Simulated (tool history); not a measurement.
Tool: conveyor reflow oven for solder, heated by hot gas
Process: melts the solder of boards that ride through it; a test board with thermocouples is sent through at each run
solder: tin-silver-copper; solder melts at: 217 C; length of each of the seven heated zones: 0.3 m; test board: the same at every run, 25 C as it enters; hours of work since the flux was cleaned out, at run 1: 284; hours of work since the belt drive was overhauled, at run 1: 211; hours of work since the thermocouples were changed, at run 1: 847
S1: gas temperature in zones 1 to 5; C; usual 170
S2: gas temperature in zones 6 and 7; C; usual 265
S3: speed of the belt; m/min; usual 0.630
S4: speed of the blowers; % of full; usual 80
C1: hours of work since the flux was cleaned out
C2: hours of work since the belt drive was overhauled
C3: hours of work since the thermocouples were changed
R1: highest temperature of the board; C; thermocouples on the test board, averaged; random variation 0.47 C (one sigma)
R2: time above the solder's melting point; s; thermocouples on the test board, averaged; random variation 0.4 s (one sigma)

run    hour   S1   S2     S3  S4   C1   C2    C3     R1    R2
  1     0.0  170  265  0.630  80  284  211   847  250.1  40.8
  2    31.5  170  265  0.630  80  309  236   873  250.5  42.0
  3    73.2  170  253  0.630  80  342  270   906  238.5  34.1
  4    96.8  170  271  0.630  80  361  288   925  254.7  43.8
  5   135.4  170  271  0.630  80  392  319   955  254.6  43.6
  6   159.8  170  271  0.630  80  411  339   975  255.3  43.6
  7   198.8  170  271  0.630  80  442  370  1006  254.1  42.5
      239.3  -- flux residue cleaned out of gas plates and filters
  8   253.3  170  265  0.630  61   11  409  1045  247.8  39.0
  9   279.6  170  265  0.630  61   32  430  1066  246.4  39.3
 10   318.8  170  265  0.630  73   63  461  1098  250.6  41.3
 11   367.6  170  265  0.707  80  102  500  1137  247.8  35.1
 12   417.3  170  265  0.630  84  142  540  1176  251.8  42.6
 13   462.5  170  265  0.593  80  178  576  1212  252.0  46.4
 14   507.8  171  265  0.593  80  214  612  1248  251.5  45.7
 15   544.6  170  279  0.630  80  243  641  1278  262.1  47.9
 16   591.9  178  279  0.630  80  281  679  1315  264.1  49.9
      610.9  -- thermocouples of zones 6 and 7 changed
 17   618.7  178  276  0.630  84  301  699     6  262.2  49.9
 18   640.4  178  259  0.587  86  318  716    24  248.5  47.3
 19   681.6  178  259  0.587  86  351  749    56  248.2  46.9
 20   709.0  173  265  0.625  80  373  771    78  250.1  43.6
 21   759.1  170  266  0.668  80  413  811   118  247.9  37.6
 22   788.9  170  266  0.668  80  436  834   142  248.8  38.0
      837.2  -- flux residue cleaned out of gas plates and filters
 23   837.2  170  267  0.630  52    0  869   176  247.6  39.1
 24   874.3  185  265  0.692  80   30  899   206  252.5  43.6
 25   914.8  185  265  0.692  70   62  931   238  250.8  41.7
 26   945.1  185  265  0.692  70   86  955   262  250.3  41.7
 27   968.7  180  272  0.583  73  105  974   281  260.2  54.5
      984.0  -- belt drive overhauled, speed set with a stopwatch
 28  1007.6  180  272  0.583  73  133   19   309  259.2  52.7
 29  1042.9  180  272  0.583  73  161   47   337  259.1  51.8
 30  1066.1  180  272  0.583  73  179   65   356  258.9  52.7
 31  1108.8  180  272  0.583  73  213   99   390  257.4  52.3

Measured less the same run without the tool's hidden state. The same run-to-run variation is in both; the gauge's scatter may not be:
The hidden state here: heat that the gas passes to the board, % of a clean oven's; belt's true speed, % of the reading; true gas temperature in zones 6 and 7 over the reading, C; drift of the gauge itself on peak_c, C; drift of the gauge itself on liquid_s, %.
run    R1    R2
  1  -3.1  -1.8
  2  -3.3  -2.0
  3  -3.4  -3.2
  4  -3.9  -1.9
  5  -4.2  -2.1
  6  -4.4  -2.2
  7  -4.7  -2.3
  8  -1.5  -0.4
  9  -1.6  -0.5
 10  -1.9  -0.6
 11  -2.3  -0.9
 12  -2.6  -0.9
 13  -2.8  -1.0
 14  -3.1  -1.1
 15  -3.6  -0.7
 16  -3.9  -0.7
 17  -2.8  -0.2
 18  -2.5  -0.9
 19  -2.7  -1.1
 20  -3.3  -1.3
 21  -3.9  -1.9
 22  -4.1  -2.0
 23  -0.2  +1.0
 24  -0.7  +0.8
 25  -0.9  +0.7
 26  -1.0  +0.6
 27  -1.3  +1.0
 28  -2.2  -1.1
 29  -2.5  -1.1
 30  -2.6  -1.2
 31  -2.8  -1.2
